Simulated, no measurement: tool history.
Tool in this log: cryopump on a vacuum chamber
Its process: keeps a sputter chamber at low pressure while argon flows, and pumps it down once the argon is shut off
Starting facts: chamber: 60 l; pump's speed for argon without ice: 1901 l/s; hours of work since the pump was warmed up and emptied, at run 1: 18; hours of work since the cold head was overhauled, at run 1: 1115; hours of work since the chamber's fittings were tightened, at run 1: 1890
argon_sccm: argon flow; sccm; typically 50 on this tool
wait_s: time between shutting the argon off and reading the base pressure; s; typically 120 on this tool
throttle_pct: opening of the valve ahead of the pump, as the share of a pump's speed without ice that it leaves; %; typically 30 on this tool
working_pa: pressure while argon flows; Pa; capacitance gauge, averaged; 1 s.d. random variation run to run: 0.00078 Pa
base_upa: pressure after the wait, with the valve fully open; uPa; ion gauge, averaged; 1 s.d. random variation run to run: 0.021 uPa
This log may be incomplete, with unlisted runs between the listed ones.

| run | hour | argon_sccm | wait_s | throttle_pct | hours of work since the pump was warmed up and emptied | hours of work since the cold head was overhauled | hours of work since the chamber's fittings were tightened | working_pa | base_upa |
|---|---|---|---|---|---|---|---|---|---|
| 1 | 0.0 | 50 | 120 | 30 | 18 | 1115 | 1890 | 0.1505 | 1.07 |
| 2 | 27.8 | 50 | 120 | 30 | 32 | 1130 | 1905 | 0.1505 | 1.06 |
| 3 | 57.8 | 50 | 120 | 30 | 49 | 1146 | 1921 | 0.1509 | 1.14 |
| 4 | 119.5 | 57 | 120 | 30 | 82 | 1179 | 1954 | 0.1741 | 1.11 |
| 5 | 157.7 | 50 | 120 | 30 | 102 | 1200 | 1975 | 0.1534 | 1.10 |
| 6 | 199.5 | 81 | 120 | 30 | 125 | 1222 | 1997 | 0.2490 | 1.16 |
| 7 | 236.3 | 81 | 120 | 30 | 144 | 1242 | 2017 | 0.2503 | 1.18 |
| 8 | 270.9 | 81 | 120 | 30 | 163 | 1260 | 2035 | 0.2513 | 1.23 |
| 9 | 304.7 | 50 | 27 | 30 | 181 | 1278 | 2053 | 0.1567 | 2.13 |
| 10 | 367.4 | 50 | 27 | 30 | 215 | 1312 | 2087 | 0.1588 | 2.12 |
| 11 | 408.9 | 33 | 120 | 30 | 237 | 1334 | 2109 | 0.1058 | 1.31 |
| 12 | 457.0 | 37 | 120 | 30 | 263 | 1360 | 2135 | 0.1193 | 1.40 |
| 13 | 499.7 | 37 | 120 | 30 | 286 | 1383 | 2158 | 0.1201 | 1.42 |
| 14 | 552.2 | 62 | 120 | 30 | 314 | 1411 | 2186 | 0.2026 | 1.42 |
| 15 | 582.5 | 62 | 120 | 30 | 330 | 1427 | 2202 | 0.2046 | 1.50 |
|  | 597.1 | pump warmed up, emptied and cooled again |
| 16 | 641.5 | 50 | 120 | 30 | 24 | 1456 | 2231 | 0.1503 | 1.17 |
| 17 | 702.2 | 50 | 120 | 30 | 56 | 1489 | 2264 | 0.1498 | 1.20 |
| 18 | 755.9 | 47 | 52 | 52 | 85 | 1518 | 2293 | 0.0840 | 1.57 |
| 19 | 785.0 | 47 | 52 | 52 | 101 | 1533 | 2308 | 0.0851 | 1.61 |
| 20 | 847.6 | 47 | 25 | 20 | 134 | 1567 | 2342 | 0.2164 | 2.22 |
| 21 | 903.5 | 78 | 242 | 39 | 164 | 1597 | 2372 | 0.1899 | 1.25 |
| 22 | 935.3 | 78 | 242 | 39 | 181 | 1614 | 2389 | 0.1906 | 1.24 |
| 23 | 970.0 | 39 | 185 | 26 | 200 | 1633 | 2408 | 0.1397 | 1.32 |
| 24 | 1027.7 | 50 | 120 | 28 | 231 | 1664 | 2439 | 0.1695 | 1.47 |
| 25 | 1084.8 | 50 | 120 | 28 | 262 | 1694 | 2469 | 0.1708 | 1.52 |
| 26 | 1148.8 | 22 | 29 | 47 | 296 | 1728 | 2503 | 0.0480 | 2.34 |
| 27 | 1187.5 | 88 | 37 | 30 | 317 | 1749 | 2524 | 0.2874 | 2.16 |
|  | 1226.7 | pump warmed up, emptied and cooled again |
| 28 | 1226.7 | 50 | 64 | 44 | 0 | 1768 | 2543 | 0.1007 | 1.49 |
| 29 | 1284.9 | 40 | 24 | 44 | 31 | 1799 | 2574 | 0.0826 | 2.23 |
| 30 | 1324.1 | 21 | 279 | 18 | 52 | 1820 | 2595 | 0.1048 | 1.20 |
| 31 | 1386.2 | 50 | 95 | 30 | 86 | 1853 | 2628 | 0.1538 | 1.43 |
| 32 | 1449.8 | 50 | 95 | 30 | 120 | 1887 | 2662 | 0.1543 | 1.46 |
| 33 | 1505.8 | 50 | 95 | 30 | 150 | 1917 | 2692 | 0.1553 | 1.52 |
| 34 | 1568.9 | 77 | 57 | 30 | 184 | 1951 | 2726 | 0.2406 | 1.81 |

Hidden condition of the tool, last listed run before each entry between runs versus first listed run after:
After run 15, before run 16: pump warmed up, emptied and cooled again (hour 597.1)
  pump's speed, % of a pump's without ice: 73.1 -> 98; leak into the chamber, uPa l/s: 1699 -> 1716
  measured value less the no-hidden-state value, working_pa: +0.0209 -> +0.0014 Pa; base_upa: +1.08 -> +0.76 uPa
After run 27, before run 28: pump warmed up, emptied and cooled again (hour 1226.7)
  pump's speed, % of a pump's without ice: 74.4 -> 99.9; cold plate's temperature, K: 12.52 -> 12.53; leak into the chamber, uPa l/s: 1893 -> 1906
  measured value less the no-hidden-state value, working_pa: +0.0279 -> +0.0005 Pa; base_upa: +1.20 -> +0.88 uPa

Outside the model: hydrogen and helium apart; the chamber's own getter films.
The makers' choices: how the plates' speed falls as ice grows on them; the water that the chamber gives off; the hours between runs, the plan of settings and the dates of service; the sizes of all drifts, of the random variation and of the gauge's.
